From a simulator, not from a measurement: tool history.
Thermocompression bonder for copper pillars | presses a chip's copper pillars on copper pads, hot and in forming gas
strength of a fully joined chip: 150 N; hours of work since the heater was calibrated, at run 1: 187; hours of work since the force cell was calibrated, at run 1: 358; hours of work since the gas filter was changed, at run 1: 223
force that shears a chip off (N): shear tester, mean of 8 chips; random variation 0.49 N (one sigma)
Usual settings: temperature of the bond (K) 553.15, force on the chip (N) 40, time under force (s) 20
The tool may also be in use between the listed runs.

run,hour,temperature of the bond (K),force on the chip (N),time under force (s),hours of work since the heater was calibrated,hours of work since the force cell was calibrated,hours of work since the gas filter was changed,force that shears a chip off (N)
1,0.0,553.15,40,20,187,358,223,78.4
2,10.6,553.15,40,20,194,366,231,77.9
3,16.1,553.15,48,20,198,370,235,84.5
4,26.4,553.15,48,20,206,377,243,83.2
5,38.4,553.15,40,20,215,386,252,77.3
6,43.8,553.15,40,28,219,390,256,87.2
# hour 46.7: heater calibrated with a thermocouple chip
7,51.6,553.15,40,28,4,394,260,88.4
8,60.0,553.15,40,28,10,401,266,88.4
9,66.1,553.15,40,28,14,405,271,89.4
10,76.6,575.15,39,19,22,413,278,93.5
11,88.9,549.15,27,41,31,422,287,80.5
12,95.3,533.15,28,53,36,427,292,76.1
# hour 103.7: heater calibrated with a thermocouple chip, once more
13,104.4,553.15,40,52,0,432,297,101.6
# hour 114.3: forming gas filter changed
14,116.2,553.15,40,52,9,440,1,105.8
15,123.4,576.15,40,22,14,446,7,99.6
16,135.4,535.15,55,37,23,454,16,92.5
17,141.9,527.15,40,20,28,459,20,59.7
18,149.0,527.15,40,20,33,464,26,59.6

Forecast each of these 4 alternatives for the next run:
A,157.4,527.15,40,33,39,471,32,?
B,157.4,553.15,37,23,39,471,32,?
C,157.4,568.15,57,19,39,471,32,?
D,157.4,527.15,26,20,39,471,32,?

run,force that shears a chip off (N)
A,70.9
B,81.0
C,104.4
D,48.0
Without the tool's hidden state the same runs would have given:
run,force that shears a chip off (N)
A,69.2
B,79.4
C,102.8
D,46.7

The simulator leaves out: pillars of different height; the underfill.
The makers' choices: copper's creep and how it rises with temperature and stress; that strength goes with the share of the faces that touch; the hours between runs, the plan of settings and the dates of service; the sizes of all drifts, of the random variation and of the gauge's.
